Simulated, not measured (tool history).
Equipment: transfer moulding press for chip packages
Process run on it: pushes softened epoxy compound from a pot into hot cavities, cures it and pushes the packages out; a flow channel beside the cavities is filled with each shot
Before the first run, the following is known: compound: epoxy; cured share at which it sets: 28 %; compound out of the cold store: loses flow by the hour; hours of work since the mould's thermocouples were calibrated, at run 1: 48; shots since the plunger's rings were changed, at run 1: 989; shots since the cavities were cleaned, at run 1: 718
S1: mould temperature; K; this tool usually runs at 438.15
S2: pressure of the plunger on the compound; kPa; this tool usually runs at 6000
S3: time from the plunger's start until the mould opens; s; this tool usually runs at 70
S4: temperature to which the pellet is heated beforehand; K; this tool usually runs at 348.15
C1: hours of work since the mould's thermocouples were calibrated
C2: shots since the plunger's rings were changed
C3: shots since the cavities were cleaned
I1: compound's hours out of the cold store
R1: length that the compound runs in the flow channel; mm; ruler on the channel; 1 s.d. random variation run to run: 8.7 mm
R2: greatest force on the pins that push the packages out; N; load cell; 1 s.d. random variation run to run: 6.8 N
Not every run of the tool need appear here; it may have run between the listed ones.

run	hour	S1	S2	S3	S4	C1	C2	C3	I1	R1	R2
1	0	438.15	6000	70	348.15	48	989	718	39	896	483
# hour 36.3: cavities cleaned with cleaning compound and waxed
2	64.1	438.15	4630	70	348.15	73	1652	295	16.7	870	552
3	109.5	438.15	4630	70	348.15	92	2133	776	20.9	825	558
# hour 143: cavities cleaned with cleaning compound and waxed
4	152.5	438.15	4630	57	348.15	108	2573	100	29.7	786	495
5	190	438.15	4630	57	348.15	123	2971	498	26.2	791	705
# hour 246.2: cavities cleaned with cleaning compound and waxed
6	246.2	438.15	6000	70	348.15	146	3551	0	47.1	821	263
7	283.8	442.15	6000	70	348.15	161	3949	398	18.9	899	363
# hour 343.1: plunger's sealing rings changed
# hour 358.3: cavities cleaned with cleaning compound and waxed
8	361.1	442.15	6000	70	348.15	190	175	30	24.9	956	254
9	399.9	438.15	6000	70	348.15	206	586	441	15.9	1014	474
10	458.2	442.15	6000	70	348.15	230	1204	1059	41.2	879	423
# hour 464.2: cavities cleaned with cleaning compound and waxed
11	534.2	442.15	6000	70	348.15	260	1993	741	28.2	910	411
# hour 560: cavities cleaned with cleaning compound and waxed, once more
12	619.6	438.15	6000	70	348.15	293	2883	632	40.6	855	498
# hour 663.6: cavities cleaned with cleaning compound and waxed
13	711.1	438.15	6000	78	348.15	330	3837	504	43	827	397
# hour 769.5: cavities cleaned with cleaning compound and waxed
# hour 786: plunger's sealing rings changed
14	795.4	438.15	6000	70	348.15	362	98	248	12.6	1022	428
15	842.8	440.15	4660	105	343.15	381	601	751	25.8	842	359
# hour 878.8: cavities cleaned with cleaning compound and waxed
16	911.9	440.15	4660	105	343.15	409	1317	351	46.5	766	328
17	957.3	439.15	6460	105	339.15	427	1798	832	31.5	940	388
# hour 983.4: cavities cleaned with cleaning compound and waxed
18	1015.8	438.15	4870	70	348.15	450	2403	343	21.7	836	453
19	1061.6	438.15	4870	70	348.15	469	2888	828	24	821	525
# hour 1088.3: cavities cleaned with cleaning compound and waxed
20	1107.6	438.15	4870	70	348.15	487	3360	204	18.2	849	427
21	1152.7	438.15	4850	70	356.15	505	3839	683	30.8	790	516
# hour 1192.2: cavities cleaned with cleaning compound and waxed
22	1206.5	441.15	5350	70	341.15	526	4393	152	17.2	855	323
# hour 1224.1: plunger's sealing rings changed
23	1271.9	441.15	5350	102	339.15	551	506	818	21.7	908	395
# hour 1302.3: cavities cleaned with cleaning compound and waxed
24	1320	441.15	5440	60	339.15	570	1000	188	28.1	876	447
# hour 1337.4: mould's thermocouples calibrated
25	1365.9	441.15	5440	60	339.15	12	1465	653	13.1	924	556
# hour 1408.9: cavities cleaned with cleaning compound and waxed
26	1424.3	441.15	6440	60	343.15	34	2069	164	17.2	972	400
27	1491.8	441.15	6440	60	343.15	62	2784	879	26.8	920	545
# hour 1516.4: cavities cleaned with cleaning compound and waxed
28	1574.4	446.15	6000	70	346.15	94	3643	614	21.5	874	357

What would each run have given without the hidden state, its run-to-run variation left as it was?
Hidden state at play: true mould temperature over the reading, C; pressure that reaches the compound, % of what is set; grip of the stained cavities, % over clean ones'; drift of the gauge itself on flow_mm, %; drift of the gauge itself on push_out_n, %.
run	R1	R2
1	914	265
2	898	260
3	860	274
4	827	402
5	840	403
6	882	257
7	975	221
8	960	226
9	1025	272
10	899	216
11	948	216
12	907	266
13	897	225
14	1023	271
15	851	193
16	785	199
17	972	207
18	876	267
19	868	263
20	907	276
21	854	263
22	937	231
23	917	209
24	894	292
25	957	311
26	1020	301
27	981	291
28	949	197
